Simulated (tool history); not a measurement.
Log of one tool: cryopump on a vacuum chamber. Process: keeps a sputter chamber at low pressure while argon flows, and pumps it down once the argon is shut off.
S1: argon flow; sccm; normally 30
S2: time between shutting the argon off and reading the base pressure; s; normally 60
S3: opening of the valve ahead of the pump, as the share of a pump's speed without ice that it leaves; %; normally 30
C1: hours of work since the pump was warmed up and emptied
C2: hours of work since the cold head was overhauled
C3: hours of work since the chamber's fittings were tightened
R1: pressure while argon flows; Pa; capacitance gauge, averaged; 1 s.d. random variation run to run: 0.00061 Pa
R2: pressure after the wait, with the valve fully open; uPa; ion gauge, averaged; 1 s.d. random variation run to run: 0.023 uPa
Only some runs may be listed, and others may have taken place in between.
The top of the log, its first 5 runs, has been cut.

| run | day | S1 | S2 | S3 | C1 | C2 | C3 | R1 | R2 |
|---|---|---|---|---|---|---|---|---|---|
| 6 | 2.512 | 30 | 33 | 21 | 140 | 140 | 2168 | 0.1295 | 2.16 |
| 7 | 3.025 | 30 | 33 | 21 | 146 | 146 | 2174 | 0.1303 | 2.06 |
| 8 | 3.533 | 30 | 33 | 21 | 152 | 152 | 2180 | 0.1311 | 2.11 |
| 9 | 4.038 | 30 | 33 | 21 | 158 | 158 | 2186 | 0.1304 | 2.15 |
| 10 | 4.683 | 16 | 60 | 30 | 165 | 165 | 2193 | 0.0494 | 1.57 |
| 11 | 5.292 | 16 | 60 | 30 | 173 | 173 | 2200 | 0.0479 | 1.58 |
| 12 | 5.796 | 19 | 60 | 30 | 178 | 178 | 2206 | 0.0581 | 1.57 |
| 13 | 6.400 | 19 | 60 | 30 | 185 | 185 | 2213 | 0.0588 | 1.64 |
| 14 | 6.738 | 19 | 60 | 30 | 189 | 189 | 2217 | 0.0591 | 1.64 |
| 15 | 7.254 | 30 | 60 | 36 | 195 | 195 | 2223 | 0.0788 | 1.60 |
| 16 | 7.679 | 18 | 60 | 30 | 200 | 200 | 2228 | 0.0558 | 1.68 |
| 17 | 8.192 | 30 | 60 | 38 | 206 | 206 | 2234 | 0.0744 | 1.63 |
| 18 | 8.817 | 34 | 43 | 20 | 213 | 213 | 2241 | 0.1559 | 1.88 |
| 19 | 9.154 | 30 | 32 | 17 | 217 | 217 | 2245 | 0.1617 | 2.17 |
| 20 | 9.542 | 27 | 209 | 17 | 222 | 222 | 2249 | 0.1454 | 1.22 |
| 21 | 10.117 | 27 | 46 | 17 | 228 | 228 | 2256 | 0.1471 | 1.85 |
| 22 | 10.542 | 27 | 46 | 16 | 233 | 233 | 2261 | 0.1545 | 1.81 |
| 23 | 11.150 | 30 | 60 | 19 | 240 | 240 | 2268 | 0.1464 | 1.64 |
| 24 | 11.804 | 30 | 60 | 19 | 248 | 248 | 2276 | 0.1463 | 1.71 |
| 25 | 12.367 | 30 | 60 | 19 | 255 | 255 | 2282 | 0.1452 | 1.70 |
| 26 | 13.025 | 48 | 57 | 20 | 262 | 262 | 2290 | 0.2240 | 1.73 |
| 27 | 13.417 | 16 | 57 | 27 | 267 | 267 | 2294 | 0.0571 | 1.72 |

Run 28 is up next; what results do you expect?
| 28 | 14.104 | 16 | 170 | 27 | 275 | 275 | 2302 | ? | ? |

Run 28 gave R1 0.0565 Pa, R2 1.23 uPa.
If the tool had no hidden condition, the same run with the same run-to-run variation would have returned R1 0.0534 Pa, R2 0.32 uPa.
